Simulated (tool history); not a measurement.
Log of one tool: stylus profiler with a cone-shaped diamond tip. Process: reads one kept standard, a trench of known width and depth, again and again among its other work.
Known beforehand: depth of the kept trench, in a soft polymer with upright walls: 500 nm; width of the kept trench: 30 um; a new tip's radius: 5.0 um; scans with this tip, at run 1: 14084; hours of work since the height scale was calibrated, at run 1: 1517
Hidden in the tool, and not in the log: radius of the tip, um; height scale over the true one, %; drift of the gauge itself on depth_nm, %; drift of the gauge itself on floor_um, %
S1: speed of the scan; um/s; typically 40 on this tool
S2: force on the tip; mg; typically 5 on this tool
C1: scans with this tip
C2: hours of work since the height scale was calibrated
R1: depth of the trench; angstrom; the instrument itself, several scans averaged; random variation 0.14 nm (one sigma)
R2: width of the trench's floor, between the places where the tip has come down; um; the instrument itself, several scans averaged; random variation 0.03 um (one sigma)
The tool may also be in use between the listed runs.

{"run": 1, "hour": 0.0, "S1": 40, "S2": 5, "C1": 14084, "C2": 1517, "R1": 5125.6, "R2": 25.54}
{"run": 2, "hour": 46.3, "S1": 40, "S2": 5, "C1": 14397, "C2": 1550, "R1": 5121.7, "R2": 25.54}
{"run": 3, "hour": 77.1, "S1": 40, "S2": 5, "C1": 14605, "C2": 1573, "R1": 5124.2, "R2": 25.52}
{"run": 4, "hour": 101.3, "S1": 40, "S2": 5, "C1": 14768, "C2": 1590, "R1": 5122.8, "R2": 25.52}
{"run": 5, "hour": 127.2, "S1": 40, "S2": 5, "C1": 14943, "C2": 1609, "R1": 5123.1, "R2": 25.52}
{"run": 6, "hour": 166.1, "S1": 40, "S2": 5, "C1": 15206, "C2": 1637, "R1": 5123.9, "R2": 25.54}
{"run": 7, "hour": 203.6, "S1": 40, "S2": 5, "C1": 15459, "C2": 1665, "R1": 5123.6, "R2": 25.49}
{"run": 8, "hour": 249.7, "S1": 40, "S2": 5, "C1": 15770, "C2": 1698, "R1": 5121.9, "R2": 25.46}
{"run": 9, "hour": 282.6, "S1": 40, "S2": 1.7, "C1": 15993, "C2": 1722, "R1": 5061.5, "R2": 25.42}
{"run": 10, "hour": 315.4, "S1": 40, "S2": 1.7, "C1": 16214, "C2": 1746, "R1": 5061.1, "R2": 25.46}
{"run": 11, "hour": 339.3, "S1": 40, "S2": 1.7, "C1": 16376, "C2": 1763, "R1": 5058.8, "R2": 25.41}
{"run": 12, "hour": 378.3, "S1": 40, "S2": 5.15, "C1": 16639, "C2": 1792, "R1": 5124.1, "R2": 25.48}
{"run": 13, "hour": 402.8, "S1": 40, "S2": 5.15, "C1": 16804, "C2": 1809, "R1": 5123.7, "R2": 25.52}
{"run": 14, "hour": 451.7, "S1": 37, "S2": 3.03, "C1": 17134, "C2": 1845, "R1": 5088.1, "R2": 25.46}
{"run": 15, "hour": 498.6, "S1": 16, "S2": 3.66, "C1": 17451, "C2": 1879, "R1": 5101.1, "R2": 25.57}

Expected results for the next run?
{"run": 16, "hour": 544.7, "S1": 97, "S2": 8.93, "C1": 17762, "C2": 1913, "R1": "?", "R2": "?"}

{"run 16": {"R1": 5181.4, "R2": 25.42}}
The same run, on a tool lacking any hidden state, would have yielded R1 5180.7 angstrom, R2 25.43 um.
